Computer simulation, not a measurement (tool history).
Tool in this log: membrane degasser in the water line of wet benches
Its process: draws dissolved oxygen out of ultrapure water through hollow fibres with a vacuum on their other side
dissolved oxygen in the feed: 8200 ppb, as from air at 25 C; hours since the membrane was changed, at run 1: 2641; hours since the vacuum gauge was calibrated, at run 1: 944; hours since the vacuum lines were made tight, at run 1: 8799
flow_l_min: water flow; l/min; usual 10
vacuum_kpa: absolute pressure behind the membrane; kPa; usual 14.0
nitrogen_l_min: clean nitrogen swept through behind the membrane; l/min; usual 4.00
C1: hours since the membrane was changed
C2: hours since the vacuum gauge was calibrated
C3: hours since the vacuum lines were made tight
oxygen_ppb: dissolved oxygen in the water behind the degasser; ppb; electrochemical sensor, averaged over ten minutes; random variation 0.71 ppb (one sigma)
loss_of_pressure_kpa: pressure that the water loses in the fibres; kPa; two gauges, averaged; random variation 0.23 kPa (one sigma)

{"run": 1, "hour": 0.0, "flow_l_min": 10, "vacuum_kpa": 14.0, "nitrogen_l_min": 4.0, "C1": 2641, "C2": 944, "C3": 8799, "oxygen_ppb": 75.1, "loss_of_pressure_kpa": 58.42}
{"run": 2, "hour": 57.4, "flow_l_min": 10, "vacuum_kpa": 14.0, "nitrogen_l_min": 4.0, "C1": 2698, "C2": 1001, "C3": 8857, "oxygen_ppb": 73.9, "loss_of_pressure_kpa": 59.01}
{"run": 3, "hour": 120.8, "flow_l_min": 10, "vacuum_kpa": 14.0, "nitrogen_l_min": 4.0, "C1": 2762, "C2": 1065, "C3": 8920, "oxygen_ppb": 74.5, "loss_of_pressure_kpa": 58.45}
{"run": 4, "hour": 158.3, "flow_l_min": 10, "vacuum_kpa": 14.0, "nitrogen_l_min": 4.0, "C1": 2799, "C2": 1102, "C3": 8957, "oxygen_ppb": 74.8, "loss_of_pressure_kpa": 58.64}
{"run": 5, "hour": 216.5, "flow_l_min": 10, "vacuum_kpa": 14.0, "nitrogen_l_min": 4.0, "C1": 2857, "C2": 1160, "C3": 9016, "oxygen_ppb": 74.0, "loss_of_pressure_kpa": 58.7}
{"run": 6, "hour": 265.1, "flow_l_min": 7, "vacuum_kpa": 14.0, "nitrogen_l_min": 4.0, "C1": 2906, "C2": 1209, "C3": 9064, "oxygen_ppb": 52.7, "loss_of_pressure_kpa": 41.25}
{"run": 7, "hour": 326.6, "flow_l_min": 10, "vacuum_kpa": 14.0, "nitrogen_l_min": 4.0, "C1": 2968, "C2": 1271, "C3": 9126, "oxygen_ppb": 74.8, "loss_of_pressure_kpa": 58.7}
{"run": 8, "hour": 357.8, "flow_l_min": 10, "vacuum_kpa": 14.0, "nitrogen_l_min": 5.39, "C1": 2999, "C2": 1302, "C3": 9157, "oxygen_ppb": 56.8, "loss_of_pressure_kpa": 58.67}
{"run": 9, "hour": 419.8, "flow_l_min": 10, "vacuum_kpa": 14.0, "nitrogen_l_min": 5.39, "C1": 3061, "C2": 1364, "C3": 9219, "oxygen_ppb": 57.3, "loss_of_pressure_kpa": 58.8}
{"run": 10, "hour": 456.7, "flow_l_min": 10, "vacuum_kpa": 14.0, "nitrogen_l_min": 4.0, "C1": 3098, "C2": 1401, "C3": 9256, "oxygen_ppb": 74.2, "loss_of_pressure_kpa": 58.99}
{"run": 11, "hour": 514.6, "flow_l_min": 10, "vacuum_kpa": 14.0, "nitrogen_l_min": 4.0, "C1": 3156, "C2": 1459, "C3": 9314, "oxygen_ppb": 74.0, "loss_of_pressure_kpa": 59.2}
{"run": 12, "hour": 549.0, "flow_l_min": 10, "vacuum_kpa": 14.0, "nitrogen_l_min": 4.0, "C1": 3190, "C2": 1493, "C3": 9348, "oxygen_ppb": 75.4, "loss_of_pressure_kpa": 58.64}
{"run": 13, "hour": 615.1, "flow_l_min": 10, "vacuum_kpa": 21.5, "nitrogen_l_min": 4.0, "C1": 3256, "C2": 1559, "C3": 9414, "oxygen_ppb": 124.7, "loss_of_pressure_kpa": 59.28}
{"run": 14, "hour": 684.9, "flow_l_min": 10, "vacuum_kpa": 21.5, "nitrogen_l_min": 4.0, "C1": 3326, "C2": 1629, "C3": 9484, "oxygen_ppb": 124.2, "loss_of_pressure_kpa": 58.98}
{"run": 15, "hour": 755.4, "flow_l_min": 10, "vacuum_kpa": 21.5, "nitrogen_l_min": 4.0, "C1": 3396, "C2": 1699, "C3": 9555, "oxygen_ppb": 124.3, "loss_of_pressure_kpa": 58.99}
{"run": 16, "hour": 823.0, "flow_l_min": 10, "vacuum_kpa": 13.2, "nitrogen_l_min": 4.0, "C1": 3464, "C2": 1767, "C3": 9622, "oxygen_ppb": 71.2, "loss_of_pressure_kpa": 59.38}
{"run": 17, "hour": 884.3, "flow_l_min": 10, "vacuum_kpa": 14.0, "nitrogen_l_min": 11.76, "C1": 3525, "C2": 1828, "C3": 9683, "oxygen_ppb": 27.4, "loss_of_pressure_kpa": 58.93}
{"run": 18, "hour": 952.0, "flow_l_min": 10, "vacuum_kpa": 9.6, "nitrogen_l_min": 4.7, "C1": 3593, "C2": 1896, "C3": 9751, "oxygen_ppb": 39.8, "loss_of_pressure_kpa": 58.52}
{"run": 19, "hour": 996.2, "flow_l_min": 10, "vacuum_kpa": 14.0, "nitrogen_l_min": 5.6, "C1": 3637, "C2": 1940, "C3": 9795, "oxygen_ppb": 54.2, "loss_of_pressure_kpa": 58.67}
{"run": 20, "hour": 1038.4, "flow_l_min": 13, "vacuum_kpa": 9.6, "nitrogen_l_min": 4.0, "C1": 3679, "C2": 1982, "C3": 9838, "oxygen_ppb": 65.8, "loss_of_pressure_kpa": 76.44}
{"run": 21, "hour": 1084.3, "flow_l_min": 9, "vacuum_kpa": 14.0, "nitrogen_l_min": 2.29, "C1": 3725, "C2": 2028, "C3": 9883, "oxygen_ppb": 114.4, "loss_of_pressure_kpa": 52.91}
{"run": 22, "hour": 1124.8, "flow_l_min": 9, "vacuum_kpa": 14.0, "nitrogen_l_min": 8.98, "C1": 3766, "C2": 2069, "C3": 9924, "oxygen_ppb": 31.7, "loss_of_pressure_kpa": 53.06}
{"run": 23, "hour": 1161.5, "flow_l_min": 9, "vacuum_kpa": 14.0, "nitrogen_l_min": 8.98, "C1": 3802, "C2": 2106, "C3": 9961, "oxygen_ppb": 31.8, "loss_of_pressure_kpa": 53.55}
{"run": 24, "hour": 1209.1, "flow_l_min": 12, "vacuum_kpa": 23.2, "nitrogen_l_min": 2.21, "C1": 3850, "C2": 2153, "C3": 10008, "oxygen_ppb": 277.6, "loss_of_pressure_kpa": 71.18}
{"run": 25, "hour": 1251.0, "flow_l_min": 9, "vacuum_kpa": 25.1, "nitrogen_l_min": 4.0, "C1": 3892, "C2": 2195, "C3": 10050, "oxygen_ppb": 135.1, "loss_of_pressure_kpa": 53.76}
{"run": 26, "hour": 1309.2, "flow_l_min": 10, "vacuum_kpa": 25.1, "nitrogen_l_min": 10.87, "C1": 3950, "C2": 2253, "C3": 10108, "oxygen_ppb": 57.4, "loss_of_pressure_kpa": 59.39}
{"run": 27, "hour": 1371.8, "flow_l_min": 15, "vacuum_kpa": 27.3, "nitrogen_l_min": 3.85, "C1": 4013, "C2": 2316, "C3": 10171, "oxygen_ppb": 258.5, "loss_of_pressure_kpa": 88.5}
{"run": 28, "hour": 1439.2, "flow_l_min": 9, "vacuum_kpa": 9.6, "nitrogen_l_min": 4.0, "C1": 4080, "C2": 2383, "C3": 10238, "oxygen_ppb": 41.4, "loss_of_pressure_kpa": 53.23}
{"run": 29, "hour": 1498.8, "flow_l_min": 15, "vacuum_kpa": 9.2, "nitrogen_l_min": 1.83, "C1": 4140, "C2": 2443, "C3": 10298, "oxygen_ppb": 146.1, "loss_of_pressure_kpa": 88.85}
{"run": 30, "hour": 1533.6, "flow_l_min": 15, "vacuum_kpa": 9.2, "nitrogen_l_min": 1.83, "C1": 4175, "C2": 2478, "C3": 10333, "oxygen_ppb": 146.1, "loss_of_pressure_kpa": 88.64}
{"run": 31, "hour": 1573.9, "flow_l_min": 9, "vacuum_kpa": 12.7, "nitrogen_l_min": 4.87, "C1": 4215, "C2": 2518, "C3": 10373, "oxygen_ppb": 50.0, "loss_of_pressure_kpa": 53.32}
{"run": 32, "hour": 1611.1, "flow_l_min": 10, "vacuum_kpa": 22.8, "nitrogen_l_min": 3.73, "C1": 4252, "C2": 2555, "C3": 10410, "oxygen_ppb": 144.8, "loss_of_pressure_kpa": 59.21}
{"run": 33, "hour": 1655.3, "flow_l_min": 10, "vacuum_kpa": 16.0, "nitrogen_l_min": 10.09, "C1": 4296, "C2": 2599, "C3": 10454, "oxygen_ppb": 37.8, "loss_of_pressure_kpa": 59.0}

3 options for the next run, each taken on its own from the tool as it stands now. Forecast them:
{"run": "A", "hour": 1709.8, "flow_l_min": 13, "vacuum_kpa": 22.2, "nitrogen_l_min": 7.08, "C1": 4351, "C2": 2654, "C3": 10509, "oxygen_ppb": "?", "loss_of_pressure_kpa": "?"}
{"run": "B", "hour": 1709.8, "flow_l_min": 13, "vacuum_kpa": 12.9, "nitrogen_l_min": 11.23, "C1": 4351, "C2": 2654, "C3": 10509, "oxygen_ppb": "?", "loss_of_pressure_kpa": "?"}
{"run": "C", "hour": 1709.8, "flow_l_min": 10, "vacuum_kpa": 18.5, "nitrogen_l_min": 7.4, "C1": 4351, "C2": 2654, "C3": 10509, "oxygen_ppb": "?", "loss_of_pressure_kpa": "?"}

run=A oxygen_ppb=103.7 loss_of_pressure_kpa=76.99
run=B oxygen_ppb=40.8 loss_of_pressure_kpa=76.58
run=C oxygen_ppb=59.8 loss_of_pressure_kpa=59.20
With no hidden state in the tool, these same runs would have given:
run=A oxygen_ppb=95.0 loss_of_pressure_kpa=75.70
run=B oxygen_ppb=37.0 loss_of_pressure_kpa=75.30
run=C oxygen_ppb=53.5 loss_of_pressure_kpa=58.21
